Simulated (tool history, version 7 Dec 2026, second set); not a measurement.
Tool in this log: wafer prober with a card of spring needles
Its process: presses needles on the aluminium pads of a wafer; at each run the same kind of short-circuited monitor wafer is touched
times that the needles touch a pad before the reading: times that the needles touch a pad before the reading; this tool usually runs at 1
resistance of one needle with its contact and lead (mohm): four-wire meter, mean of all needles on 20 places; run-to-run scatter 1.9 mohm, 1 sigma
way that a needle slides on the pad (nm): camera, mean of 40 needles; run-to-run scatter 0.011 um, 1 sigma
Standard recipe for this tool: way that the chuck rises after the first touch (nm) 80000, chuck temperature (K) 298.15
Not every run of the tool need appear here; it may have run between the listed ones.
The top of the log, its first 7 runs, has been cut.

| run | hour | way that the chuck rises after the first touch (nm) | chuck temperature (K) | times that the needles touch a pad before the reading | touches since the tips were cleaned | cleanings since the card got new needles | touches since the first contact's height was set | resistance of one needle with its contact and lead (mohm) | way that a needle slides on the pad (nm) |
|---|---|---|---|---|---|---|---|---|---|
|  | 297.9 | tips cleaned on abrasive film |
|  | 322.0 | height of the first contact set anew |
| 8 | 328.5 | 85000 | 298.15 | 1 | 7146 | 31 | 1541 | 199 | 12700 |
|  | 336.7 | tips cleaned on abrasive film |
| 9 | 362.8 | 80000 | 298.15 | 1 | 6160 | 32 | 9622 | 201 | 11960 |
|  | 375.6 | tips cleaned on abrasive film |
|  | 415.6 | tips cleaned on abrasive film |
| 10 | 418.7 | 80000 | 298.15 | 1 | 740 | 34 | 22794 | 195 | 11920 |
|  | 455.3 | tips cleaned on abrasive film |
| 11 | 479.1 | 80000 | 298.15 | 1 | 5638 | 35 | 37061 | 200 | 11910 |
|  | 494.3 | tips cleaned on abrasive film |
| 12 | 516.0 | 80000 | 333.15 | 1 | 5128 | 36 | 45746 | 208 | 11890 |
|  | 533.7 | tips cleaned on abrasive film |
| 13 | 549.4 | 80000 | 333.15 | 1 | 3726 | 37 | 53635 | 209 | 11880 |
|  | 571.5 | tips cleaned on abrasive film |
| 14 | 584.9 | 71000 | 333.15 | 1 | 3167 | 38 | 61985 | 205 | 10510 |
|  | 612.1 | tips cleaned on abrasive film |
| 15 | 637.4 | 71000 | 333.15 | 1 | 5975 | 39 | 74371 | 209 | 10510 |
|  | 650.4 | tips cleaned on abrasive film |
| 16 | 670.5 | 96000 | 354.15 | 2 | 4738 | 40 | 82177 | 207 | 14200 |
|  | 681.0 | gauge calibrated |
|  | 689.9 | tips cleaned on abrasive film |
| 17 | 710.8 | 95000 | 311.15 | 3 | 4941 | 41 | 91687 | 201 | 14300 |
|  | 728.8 | tips cleaned on abrasive film |
| 18 | 755.6 | 70000 | 369.15 | 3 | 6332 | 42 | 102247 | 217 | 10550 |
|  | 771.0 | tips cleaned on abrasive film |
| 19 | 785.6 | 76000 | 325.15 | 3 | 3460 | 43 | 109322 | 205 | 11420 |

Run 20, settings as shown, results not yet in. Your forecast:
|  | 808.5 | tips cleaned on abrasive film |
| 20 | 837.6 | 60000 | 312.15 | 2 | 6861 | 44 | 121577 | ? | ? |

Run 20 gave resistance of one needle with its contact and lead (mohm) 207, way that a needle slides on the pad (nm) 9000.
Had the tool carried no hidden state, the very same run would have given resistance of one needle with its contact and lead (mohm) 206, way that a needle slides on the pad (nm) 9050.
